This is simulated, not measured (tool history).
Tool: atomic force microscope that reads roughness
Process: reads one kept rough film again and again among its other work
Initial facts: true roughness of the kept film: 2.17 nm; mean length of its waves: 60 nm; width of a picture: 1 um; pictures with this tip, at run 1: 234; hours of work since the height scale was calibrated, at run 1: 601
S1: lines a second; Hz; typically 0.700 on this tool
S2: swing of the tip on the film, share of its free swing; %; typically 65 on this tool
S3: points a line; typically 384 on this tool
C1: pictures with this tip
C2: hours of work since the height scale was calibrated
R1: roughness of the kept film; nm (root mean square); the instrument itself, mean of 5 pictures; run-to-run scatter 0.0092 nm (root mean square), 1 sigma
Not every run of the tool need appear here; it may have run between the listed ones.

run 1 day=0.000 | S1=0.700 S2=65 S3=384 | C1=234 C2=601 | R1=2.014
run 2 day=0.942 | S1=0.700 S2=65 S3=384 | C1=264 C2=614 | R1=2.012
run 3 day=1.942 | S1=0.700 S2=65 S3=384 | C1=295 C2=628 | R1=2.012
-- day=2.338 new tip fitted
run 4 day=2.504 | S1=0.700 S2=65 S3=384 | C1=5 C2=635 | R1=2.058
run 5 day=3.192 | S1=0.700 S2=65 S3=893 | C1=27 C2=645 | R1=2.053
run 6 day=3.804 | S1=0.700 S2=65 S3=893 | C1=46 C2=653 | R1=2.051
run 7 day=4.783 | S1=0.700 S2=65 S3=893 | C1=77 C2=667 | R1=2.051
run 8 day=5.821 | S1=0.700 S2=65 S3=893 | C1=109 C2=681 | R1=2.036
run 9 day=6.654 | S1=0.700 S2=65 S3=384 | C1=135 C2=693 | R1=2.037
run 10 day=7.738 | S1=0.700 S2=65 S3=564 | C1=169 C2=708 | R1=2.034
run 11 day=8.638 | S1=0.700 S2=65 S3=443 | C1=198 C2=720 | R1=2.029
run 12 day=9.196 | S1=0.700 S2=65 S3=443 | C1=215 C2=728 | R1=2.027
run 13 day=9.829 | S1=0.777 S2=65 S3=384 | C1=235 C2=737 | R1=2.005
run 14 day=10.988 | S1=1.745 S2=65 S3=384 | C1=272 C2=753 | R1=1.937
-- day=12.150 new tip fitted
run 15 day=12.150 | S1=0.700 S2=65 S3=384 | C1=0 C2=769 | R1=2.056
run 16 day=13.054 | S1=0.700 S2=65 S3=384 | C1=29 C2=781 | R1=2.061
run 17 day=13.708 | S1=0.700 S2=65 S3=384 | C1=49 C2=790 | R1=2.046
run 18 day=14.746 | S1=1.020 S2=65 S3=278 | C1=82 C2=805 | R1=2.016
run 19 day=15.650 | S1=1.020 S2=65 S3=1023 | C1=110 C2=817 | R1=2.024
run 20 day=16.812 | S1=1.020 S2=65 S3=1023 | C1=147 C2=834 | R1=2.002
run 21 day=17.429 | S1=1.080 S2=56 S3=760 | C1=166 C2=842 | R1=2.044
run 22 day=18.492 | S1=1.080 S2=56 S3=760 | C1=200 C2=857 | R1=2.019
run 23 day=19.338 | S1=3.908 S2=65 S3=438 | C1=226 C2=869 | R1=1.768
run 24 day=20.383 | S1=3.908 S2=56 S3=438 | C1=259 C2=883 | R1=1.884
run 25 day=21.050 | S1=3.186 S2=55 S3=489 | C1=280 C2=892 | R1=1.947
run 26 day=21.804 | S1=3.186 S2=55 S3=489 | C1=304 C2=903 | R1=1.930
-- day=21.896 new tip fitted
run 27 day=22.321 | S1=2.205 S2=56 S3=256 | C1=13 C2=910 | R1=1.998
run 28 day=23.417 | S1=2.168 S2=72 S3=280 | C1=48 C2=925 | R1=1.834
run 29 day=23.900 | S1=2.168 S2=72 S3=280 | C1=63 C2=932 | R1=1.839
run 30 day=24.496 | S1=1.524 S2=81 S3=710 | C1=81 C2=940 | R1=1.817
run 31 day=25.392 | S1=2.094 S2=65 S3=429 | C1=110 C2=952 | R1=1.919
run 32 day=26.029 | S1=3.309 S2=82 S3=429 | C1=130 C2=961 | R1=1.527
run 33 day=26.938 | S1=3.309 S2=82 S3=429 | C1=158 C2=974 | R1=1.543
run 34 day=28.042 | S1=3.309 S2=82 S3=429 | C1=193 C2=989 | R1=1.530

What differs in the tool's unlogged condition from the final listed run ahead of each entry between runs to the first listed run following it?
Between runs 3 and 4: new tip fitted (day 2.338)
  radius of the tip, nm: 15.5 -> 7.3; height scale over the true one, %: -0.53 -> -0.54
  what was measured, less what the result would be without the hidden state, R1: -0.051 -> -0.012 nm (root mean square)
Between runs 14 and 15: new tip fitted (day 12.150)
  radius of the tip, nm: 15.5 -> 7.4; height scale over the true one, %: -0.64 -> -0.65
  what was measured, less what the result would be without the hidden state, R1: -0.052 -> -0.016 nm (root mean square)
Between runs 26 and 27: new tip fitted (day 21.896)
  radius of the tip, nm: 16.7 -> 7.6; height scale over the true one, %: -0.77 -> -0.78
  what was measured, less what the result would be without the hidden state, R1: -0.059 -> -0.018 nm (root mean square)

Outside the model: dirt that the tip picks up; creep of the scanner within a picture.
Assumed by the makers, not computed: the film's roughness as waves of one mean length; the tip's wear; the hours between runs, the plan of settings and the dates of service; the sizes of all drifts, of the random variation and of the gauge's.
